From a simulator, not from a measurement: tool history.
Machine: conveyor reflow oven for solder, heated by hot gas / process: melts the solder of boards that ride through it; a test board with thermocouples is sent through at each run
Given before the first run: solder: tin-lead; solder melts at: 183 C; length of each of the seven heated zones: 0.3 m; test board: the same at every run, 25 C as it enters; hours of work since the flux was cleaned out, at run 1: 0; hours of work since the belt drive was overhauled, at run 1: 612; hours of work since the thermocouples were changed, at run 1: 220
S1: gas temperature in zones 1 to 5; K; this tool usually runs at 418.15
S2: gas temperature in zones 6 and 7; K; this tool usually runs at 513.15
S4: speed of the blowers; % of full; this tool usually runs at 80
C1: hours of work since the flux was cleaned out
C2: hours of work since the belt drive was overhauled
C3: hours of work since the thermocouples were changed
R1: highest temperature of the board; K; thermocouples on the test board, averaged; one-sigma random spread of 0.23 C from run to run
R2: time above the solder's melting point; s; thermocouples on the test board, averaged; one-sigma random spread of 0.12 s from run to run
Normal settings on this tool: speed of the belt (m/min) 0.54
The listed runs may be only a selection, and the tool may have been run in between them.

run 1 hour=0 | S1=418.15 S2=513.15 speed_of_the_belt_(m/min)=0.54 S4=80 | C1=0 C2=612 C3=220 | R1=498.15 R2=56.8
run 2 hour=90.8 | S1=404.15 S2=513.15 speed_of_the_belt_(m/min)=0.54 S4=80 | C1=69 C2=681 C3=289 | R1=495.05 R2=51.3
run 3 hour=184.7 | S1=418.15 S2=513.15 speed_of_the_belt_(m/min)=0.54 S4=80 | C1=140 C2=752 C3=361 | R1=497.55 R2=56.6
run 4 hour=250 | S1=418.15 S2=513.15 speed_of_the_belt_(m/min)=0.54 S4=80 | C1=190 C2=802 C3=410 | R1=497.45 R2=56.5
run 5 hour=292.2 | S1=418.15 S2=513.15 speed_of_the_belt_(m/min)=0.54 S4=80 | C1=222 C2=834 C3=442 | R1=497.25 R2=56.5
run 6 hour=365.2 | S1=418.15 S2=513.15 speed_of_the_belt_(m/min)=0.54 S4=80 | C1=278 C2=889 C3=498 | R1=497.15 R2=56.2
run 7 hour=439.9 | S1=418.15 S2=513.15 speed_of_the_belt_(m/min)=0.54 S4=80 | C1=334 C2=946 C3=555 | R1=496.65 R2=56.3
run 8 hour=483 | S1=423.15 S2=513.15 speed_of_the_belt_(m/min)=0.54 S4=80 | C1=367 C2=979 C3=587 | R1=497.85 R2=58.3
run 9 hour=523.8 | S1=418.15 S2=513.15 speed_of_the_belt_(m/min)=0.54 S4=83 | C1=398 C2=1010 C3=618 | R1=497.35 R2=56.1
-- hour=580.5 flux residue cleaned out of gas plates and filters
run 10 hour=611.2 | S1=418.15 S2=513.15 speed_of_the_belt_(m/min)=0.54 S4=80 | C1=23 C2=1073 C3=681 | R1=499.25 R2=58.1

Run 11 has not been measured yet. What should we expect?
-- hour=621.2 belt drive overhauled, speed set with a stopwatch
run 11 hour=700.4 | S1=418.15 S2=513.15 speed_of_the_belt_(m/min)=0.54 S4=80 | C1=88 C2=60 C3=746 | R1=? R2=?

{"run 11": {"R1": 499.15, "R2": 57.9}}
If the tool had no hidden condition, the same run with the same run-to-run variation would have returned R1 497.55 K, R2 56.1 s.
